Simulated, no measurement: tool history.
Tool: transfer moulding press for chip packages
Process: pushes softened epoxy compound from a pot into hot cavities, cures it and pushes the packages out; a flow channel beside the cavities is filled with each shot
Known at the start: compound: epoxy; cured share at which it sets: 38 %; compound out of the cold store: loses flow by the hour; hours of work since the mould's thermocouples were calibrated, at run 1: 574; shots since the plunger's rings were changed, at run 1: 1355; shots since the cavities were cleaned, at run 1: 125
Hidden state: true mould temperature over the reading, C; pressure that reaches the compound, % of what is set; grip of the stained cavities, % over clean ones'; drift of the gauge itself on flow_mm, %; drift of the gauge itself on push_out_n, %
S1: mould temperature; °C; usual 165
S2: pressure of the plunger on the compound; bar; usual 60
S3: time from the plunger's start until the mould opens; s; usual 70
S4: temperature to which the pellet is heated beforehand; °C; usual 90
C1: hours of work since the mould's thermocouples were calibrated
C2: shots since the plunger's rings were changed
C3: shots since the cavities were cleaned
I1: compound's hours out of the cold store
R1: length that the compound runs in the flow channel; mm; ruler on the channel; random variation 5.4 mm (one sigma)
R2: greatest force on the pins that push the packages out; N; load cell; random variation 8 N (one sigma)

Run 1, day 0: usual settings; C1 574; C2 1355; C3 125; I1 36.8. Result: R1 544 mm, R2 392 N.
Run 2, day 0.542: usual settings but S3 61 s; C1 582; C2 1526; C3 296; I1 10.6. Result: R1 570 mm, R2 511 N.
Run 3, day 1.238: usual settings but S3 61 s; C1 592; C2 1746; C3 516; I1 15.4. Result: R1 557 mm, R2 575 N.
At day 1.633: cavities cleaned with cleaning compound and waxed.
Run 4, day 1.771: usual settings but S3 61 s; C1 599; C2 1895; C3 43; I1 38. Result: R1 536 mm, R2 413 N.
Run 5, day 2.292: usual settings but S3 61 s; C1 607; C2 2059; C3 207; I1 45.8. Result: R1 525 mm, R2 451 N.
Run 6, day 3.217: usual settings but S3 61 s; C1 620; C2 2351; C3 499; I1 12.6. Result: R1 567 mm, R2 548 N.
At day 3.646: cavities cleaned with cleaning compound and waxed.
Run 7, day 3.929: usual settings; C1 630; C2 2556; C3 89; I1 14.5. Result: R1 568 mm, R2 370 N.
Run 8, day 4.346: usual settings but S3 52 s; C1 636; C2 2688; C3 221; I1 22.1. Result: R1 553 mm, R2 668 N.
Run 9, day 5.321: usual settings but S3 52 s; C1 650; C2 2996; C3 529; I1 42.8. Result: R1 519 mm, R2 729 N.
At day 5.488: mould's thermocouples calibrated.
At day 5.762: cavities cleaned with cleaning compound and waxed.
Run 10, day 6.117: usual settings but S3 52 s; C1 8; C2 3201; C3 112; I1 13.4. Result: R1 545 mm, R2 590 N.
Run 11, day 6.575: usual settings but S3 52 s; C1 15; C2 3346; C3 257; I1 29. Result: R1 526 mm, R2 660 N.
Run 12, day 7.025: usual settings but S1 166 °C, S3 52 s; C1 22; C2 3488; C3 399; I1 30. Result: R1 509 mm, R2 661 N.
At day 7.804: cavities cleaned with cleaning compound and waxed.
Run 13, day 7.85: usual settings but S1 166 °C, S3 52 s; C1 33; C2 3729; C3 14; I1 34.8. Result: R1 522 mm, R2 462 N.
Run 14, day 8.8: usual settings but S1 159 °C, S2 47.4 bar, S3 52 s, S4 87 °C; C1 47; C2 4030; C3 315; I1 39.3. Result: R1 469 mm, R2 1072 N.
Run 15, day 9.233: usual settings but S1 167 °C, S2 47.8 bar, S3 73 s, S4 99 °C; C1 53; C2 4166; C3 451; I1 9.4. Result: R1 474 mm, R2 443 N.
Run 16, day 9.688: usual settings but S1 167 °C, S2 47.8 bar, S3 73 s, S4 99 °C; C1 60; C2 4310; C3 595; I1 11.8. Result: R1 473 mm, R2 493 N.
At day 9.854: cavities cleaned with cleaning compound and waxed.
Run 17, day 10.671: usual settings but S1 173 °C, S2 64.1 bar, S3 108 s, S4 85 °C; C1 73; C2 4600; C3 258; I1 36.8. Result: R1 507 mm, R2 407 N.
At day 11.108: mould's thermocouples calibrated, once more.
Run 18, day 11.217: usual settings but S3 88 s, S4 93 °C; C1 2; C2 4746; C3 404; I1 35.7. Result: R1 517 mm, R2 463 N.
Run 19, day 11.65: usual settings but S2 73.8 bar; C1 8; C2 4883; C3 541; I1 44.9. Result: R1 560 mm, R2 523 N.

Forecast each of these 4 alternatives for the next run:
At day 11.975: cavities cleaned with cleaning compound and waxed.
Run A, day 12.629: usual settings but S1 166 °C, S2 55.5 bar; C1 21; C2 5173; C3 207; I1 34.3. Result: R1 ?, R2 ?.
At day 11.975: cavities cleaned with cleaning compound and waxed.
Run B, day 12.629: usual settings but S1 162 °C; C1 21; C2 5173; C3 207; I1 25.7. Result: R1 ?, R2 ?.
At day 11.975: cavities cleaned with cleaning compound and waxed.
Run C, day 12.629: usual settings but S2 68.3 bar, S3 85 s; C1 21; C2 5173; C3 207; I1 26.8. Result: R1 ?, R2 ?.
At day 11.975: cavities cleaned with cleaning compound and waxed.
Run D, day 12.629: usual settings but S2 73.8 bar, S4 87 °C; C1 21; C2 5173; C3 207; I1 9.5. Result: R1 ?, R2 ?.

run   R1   R2
  A  492  412
  B  524  495
  C  553  380
  D  597  430
Without the tool's hidden state the same runs would have given:
run   R1   R2
  A  544  333
  B  580  402
  C  611  307
  D  659  347

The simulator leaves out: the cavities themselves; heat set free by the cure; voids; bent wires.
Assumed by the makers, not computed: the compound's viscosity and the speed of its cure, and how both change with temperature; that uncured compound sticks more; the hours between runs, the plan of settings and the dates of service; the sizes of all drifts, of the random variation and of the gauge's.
